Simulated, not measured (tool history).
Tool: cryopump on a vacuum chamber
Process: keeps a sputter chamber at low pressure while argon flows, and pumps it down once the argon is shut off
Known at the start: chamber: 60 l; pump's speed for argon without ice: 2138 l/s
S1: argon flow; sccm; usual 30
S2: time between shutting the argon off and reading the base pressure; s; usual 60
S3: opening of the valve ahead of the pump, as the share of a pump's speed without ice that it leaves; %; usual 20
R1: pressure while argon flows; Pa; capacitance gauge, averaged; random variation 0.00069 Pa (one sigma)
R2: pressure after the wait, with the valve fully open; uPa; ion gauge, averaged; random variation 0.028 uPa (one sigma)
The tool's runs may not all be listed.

Run 1, hour 0.0: usual settings. Result: R1 0.1279 Pa, R2 1.99 uPa.
Run 2, hour 30.8: usual settings. Result: R1 0.1307 Pa, R2 2.05 uPa.
Run 3, hour 59.9: usual settings. Result: R1 0.1314 Pa, R2 2.11 uPa.
At hour 76.1: pump warmed up, emptied and cooled again.
Run 4, hour 100.5: usual settings. Result: R1 0.1187 Pa, R2 1.79 uPa.
Run 5, hour 121.2: usual settings. Result: R1 0.1198 Pa, R2 1.83 uPa.
Run 6, hour 146.4: usual settings. Result: R1 0.1202 Pa, R2 1.79 uPa.
Run 7, hour 180.5: usual settings. Result: R1 0.1224 Pa, R2 1.88 uPa.
Run 8, hour 215.8: usual settings. Result: R1 0.1225 Pa, R2 1.95 uPa.
Run 9, hour 237.3: usual settings. Result: R1 0.1230 Pa, R2 1.96 uPa.
Run 10, hour 275.4: usual settings. Result: R1 0.1241 Pa, R2 1.92 uPa.
Run 11, hour 317.5: usual settings. Result: R1 0.1267 Pa, R2 2.04 uPa.
Run 12, hour 341.8: usual settings. Result: R1 0.1273 Pa, R2 2.00 uPa.
Run 13, hour 363.1: usual settings. Result: R1 0.1277 Pa, R2 2.08 uPa.
Run 14, hour 407.0: usual settings. Result: R1 0.1291 Pa, R2 2.19 uPa.
At hour 452.5: pump warmed up, emptied and cooled again.
Run 15, hour 460.4: usual settings. Result: R1 0.1187 Pa, R2 1.88 uPa.
Run 16, hour 497.1: usual settings but S1 46 sccm, S2 51 s. Result: R1 0.1820 Pa, R2 2.14 uPa.
Run 17, hour 545.2: usual settings but S1 52 sccm, S2 37 s, S3 44 %. Result: R1 0.0980 Pa, R2 2.70 uPa.
Run 18, hour 584.8: usual settings but S1 52 sccm, S2 37 s, S3 44 %. Result: R1 0.1002 Pa, R2 2.63 uPa.
Run 19, hour 609.1: usual settings but S1 52 sccm, S2 37 s, S3 44 %. Result: R1 0.1014 Pa, R2 2.80 uPa.
Run 20, hour 641.0: usual settings but S1 52 sccm, S2 37 s, S3 44 %. Result: R1 0.1035 Pa, R2 2.77 uPa.
Run 21, hour 669.8: usual settings but S1 35 sccm, S2 20 s, S3 19 %. Result: R1 0.1534 Pa, R2 4.38 uPa.
Run 22, hour 692.2: usual settings but S1 22 sccm, S2 123 s, S3 34 %. Result: R1 0.0559 Pa, R2 1.52 uPa.
Run 23, hour 713.2: usual settings but S1 22 sccm, S2 123 s, S3 34 %. Result: R1 0.0572 Pa, R2 1.49 uPa.
Run 24, hour 760.0: usual settings but S1 22 sccm, S2 123 s, S3 34 %. Result: R1 0.0590 Pa, R2 1.65 uPa.
Run 25, hour 786.5: usual settings but S1 22 sccm, S2 123 s, S3 34 %. Result: R1 0.0599 Pa, R2 1.71 uPa.
At hour 828.7: pump warmed up, emptied and cooled again.
Run 26, hour 835.8: usual settings but S1 22 sccm, S2 123 s, S3 34 %. Result: R1 0.0520 Pa, R2 1.37 uPa.

5 ways to go on from here, each from the tool as it stands after run 26. What would each give?
Run A, hour 880.4: usual settings but S1 22 sccm, S2 123 s, S3 19 %. Result: R1 ?, R2 ?.
Run B, hour 880.4: usual settings but S1 22 sccm, S2 147 s, S3 51 %. Result: R1 ?, R2 ?.
Run C, hour 880.4: usual settings but S1 24 sccm, S3 19 %. Result: R1 ?, R2 ?.
Run D, hour 880.4: usual settings but S1 21 sccm, S2 42 s, S3 28 %. Result: R1 ?, R2 ?.
Run E, hour 880.4: usual settings but S2 179 s, S3 18 %. Result: R1 ?, R2 ?.

run      R1    R2
  A  0.0928  1.38
  B  0.0355  1.27
  C  0.1007  1.99
  D  0.0599  2.51
  E  0.1329  1.20
Without the tool's hidden state the same runs would have given:
run      R1    R2
  A  0.0916  0.70
  B  0.0343  0.60
  C  0.0995  1.31
  D  0.0588  1.81
  E  0.1313  0.52
